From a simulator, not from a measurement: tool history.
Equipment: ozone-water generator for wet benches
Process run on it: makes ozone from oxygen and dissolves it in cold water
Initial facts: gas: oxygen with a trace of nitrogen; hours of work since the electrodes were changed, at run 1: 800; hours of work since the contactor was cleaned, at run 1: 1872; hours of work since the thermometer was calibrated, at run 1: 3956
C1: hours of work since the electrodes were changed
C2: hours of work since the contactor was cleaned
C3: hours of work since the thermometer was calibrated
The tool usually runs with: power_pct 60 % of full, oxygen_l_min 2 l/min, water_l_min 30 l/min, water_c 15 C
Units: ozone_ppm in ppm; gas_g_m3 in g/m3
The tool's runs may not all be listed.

run 1 day=0 | power_pct=60 oxygen_l_min=2 water_l_min=30 water_c=15 | C1=800 C2=1872 C3=3956 | ozone_ppm=8.3 gas_g_m3=177.9
run 2 day=6.575 | power_pct=60 oxygen_l_min=2 water_l_min=30 water_c=15 | C1=919 C2=1992 C3=4076 | ozone_ppm=8 gas_g_m3=177.3
run 3 day=12.354 | power_pct=60 oxygen_l_min=2 water_l_min=30 water_c=15 | C1=1024 C2=2096 C3=4180 | ozone_ppm=8 gas_g_m3=177.1
-- day=13.683 water thermometer calibrated
run 4 day=19.629 | power_pct=60 oxygen_l_min=2 water_l_min=30 water_c=15 | C1=1155 C2=2228 C3=108 | ozone_ppm=7.9 gas_g_m3=176.2
run 5 day=26.138 | power_pct=60 oxygen_l_min=2 water_l_min=30 water_c=13 | C1=1274 C2=2346 C3=226 | ozone_ppm=7.9 gas_g_m3=177
run 6 day=33.421 | power_pct=60 oxygen_l_min=2 water_l_min=30 water_c=15 | C1=1406 C2=2478 C3=358 | ozone_ppm=8 gas_g_m3=173.8
run 7 day=40.892 | power_pct=60 oxygen_l_min=2 water_l_min=30 water_c=15 | C1=1541 C2=2613 C3=493 | ozone_ppm=7.8 gas_g_m3=175.8
run 8 day=46.138 | power_pct=60 oxygen_l_min=2 water_l_min=30 water_c=15 | C1=1636 C2=2708 C3=588 | ozone_ppm=8 gas_g_m3=173.7
run 9 day=50.75 | power_pct=60 oxygen_l_min=2 water_l_min=30 water_c=15 | C1=1720 C2=2792 C3=672 | ozone_ppm=8.2 gas_g_m3=174.9
run 10 day=57.521 | power_pct=60 oxygen_l_min=2 water_l_min=30 water_c=15 | C1=1842 C2=2915 C3=795 | ozone_ppm=7.8 gas_g_m3=173.3
-- day=63.308 contactor cleaned
run 11 day=63.612 | power_pct=60 oxygen_l_min=2 water_l_min=30 water_c=15 | C1=1950 C2=6 C3=902 | ozone_ppm=7.7 gas_g_m3=172.5
run 12 day=67.175 | power_pct=60 oxygen_l_min=2 water_l_min=30 water_c=15 | C1=2014 C2=70 C3=967 | ozone_ppm=7.7 gas_g_m3=174.1
run 13 day=75.179 | power_pct=42 oxygen_l_min=2 water_l_min=30 water_c=15 | C1=2160 C2=215 C3=1112 | ozone_ppm=6.2 gas_g_m3=137.9
run 14 day=80.088 | power_pct=42 oxygen_l_min=2 water_l_min=30 water_c=15 | C1=2249 C2=304 C3=1201 | ozone_ppm=6 gas_g_m3=136.4
run 15 day=87.8 | power_pct=42 oxygen_l_min=2 water_l_min=30 water_c=15 | C1=2388 C2=444 C3=1341 | ozone_ppm=6 gas_g_m3=137.6
run 16 day=95.262 | power_pct=42 oxygen_l_min=2 water_l_min=30 water_c=15 | C1=2524 C2=579 C3=1476 | ozone_ppm=6.1 gas_g_m3=136.2
-- day=97.962 contactor cleaned, once more
run 17 day=99.767 | power_pct=75 oxygen_l_min=2 water_l_min=24 water_c=15 | C1=2602 C2=33 C3=1555 | ozone_ppm=11.5 gas_g_m3=196
run 18 day=106.25 | power_pct=54 oxygen_l_min=3.48 water_l_min=30 water_c=15 | C1=2720 C2=150 C3=1672 | ozone_ppm=8.7 gas_g_m3=120.7
run 19 day=114.004 | power_pct=54 oxygen_l_min=3.48 water_l_min=30 water_c=14 | C1=2861 C2=291 C3=1813 | ozone_ppm=8.8 gas_g_m3=120.8
run 20 day=118.908 | power_pct=60 oxygen_l_min=1.46 water_l_min=30 water_c=14 | C1=2949 C2=380 C3=1902 | ozone_ppm=7 gas_g_m3=195
run 21 day=124.592 | power_pct=60 oxygen_l_min=1.12 water_l_min=30 water_c=16 | C1=3052 C2=483 C3=2005 | ozone_ppm=6 gas_g_m3=221.3
run 22 day=130.562 | power_pct=60 oxygen_l_min=1.12 water_l_min=30 water_c=16 | C1=3161 C2=591 C3=2113 | ozone_ppm=5.8 gas_g_m3=221
run 23 day=135.512 | power_pct=60 oxygen_l_min=1.47 water_l_min=30 water_c=15 | C1=3251 C2=681 C3=2203 | ozone_ppm=6.8 gas_g_m3=192.6
run 24 day=139.021 | power_pct=87 oxygen_l_min=2.99 water_l_min=33 water_c=21 | C1=3314 C2=744 C3=2266 | ozone_ppm=9.5 gas_g_m3=170.4
run 25 day=146.383 | power_pct=71 oxygen_l_min=1.32 water_l_min=28 water_c=21 | C1=3448 C2=878 C3=2400 | ozone_ppm=7.4 gas_g_m3=222.9
run 26 day=153.375 | power_pct=47 oxygen_l_min=2 water_l_min=30 water_c=15 | C1=3574 C2=1005 C3=2527 | ozone_ppm=6.6 gas_g_m3=142.3
run 27 day=161.171 | power_pct=47 oxygen_l_min=2 water_l_min=30 water_c=15 | C1=3716 C2=1146 C3=2668 | ozone_ppm=6.5 gas_g_m3=141.9
run 28 day=164.983 | power_pct=60 oxygen_l_min=2.24 water_l_min=18 water_c=15 | C1=3785 C2=1215 C3=2737 | ozone_ppm=13.1 gas_g_m3=153.1
run 29 day=170.867 | power_pct=56 oxygen_l_min=2 water_l_min=24 water_c=15 | C1=3892 C2=1322 C3=2844 | ozone_ppm=9.2 gas_g_m3=156.2
run 30 day=179.208 | power_pct=56 oxygen_l_min=2 water_l_min=24 water_c=15 | C1=4043 C2=1473 C3=2995 | ozone_ppm=9 gas_g_m3=155.3
run 31 day=185.7 | power_pct=58 oxygen_l_min=2 water_l_min=24 water_c=15 | C1=4160 C2=1591 C3=3113 | ozone_ppm=9.2 gas_g_m3=158.3

Consider 4 possible next runs. They are alternatives, not a sequence: every one starts from the tool as it was left by run 31. What does each give?
run A day=193.592 | power_pct=58 oxygen_l_min=2 water_l_min=44 water_c=14 | C1=4304 C2=1734 C3=3256 | ozone_ppm=? gas_g_m3=?
run B day=193.592 | power_pct=52 oxygen_l_min=1.72 water_l_min=33 water_c=15 | C1=4304 C2=1734 C3=3256 | ozone_ppm=? gas_g_m3=?
run C day=193.592 | power_pct=52 oxygen_l_min=2 water_l_min=28 water_c=15 | C1=4304 C2=1734 C3=3256 | ozone_ppm=? gas_g_m3=?
run D day=193.592 | power_pct=60 oxygen_l_min=1.42 water_l_min=30 water_c=15 | C1=4304 C2=1734 C3=3256 | ozone_ppm=? gas_g_m3=?

run=A ozone_ppm=4.5 gas_g_m3=156.3
run=B ozone_ppm=5.6 gas_g_m3=158.6
run=C ozone_ppm=7.3 gas_g_m3=147.4
run=D ozone_ppm=6.3 gas_g_m3=187.9
What these runs would have given with no unlogged condition in the tool:
run=A ozone_ppm=5.2 gas_g_m3=177.4
run=B ozone_ppm=6.4 gas_g_m3=178.4
run=C ozone_ppm=8.3 gas_g_m3=165.6
run=D ozone_ppm=7.2 gas_g_m3=214
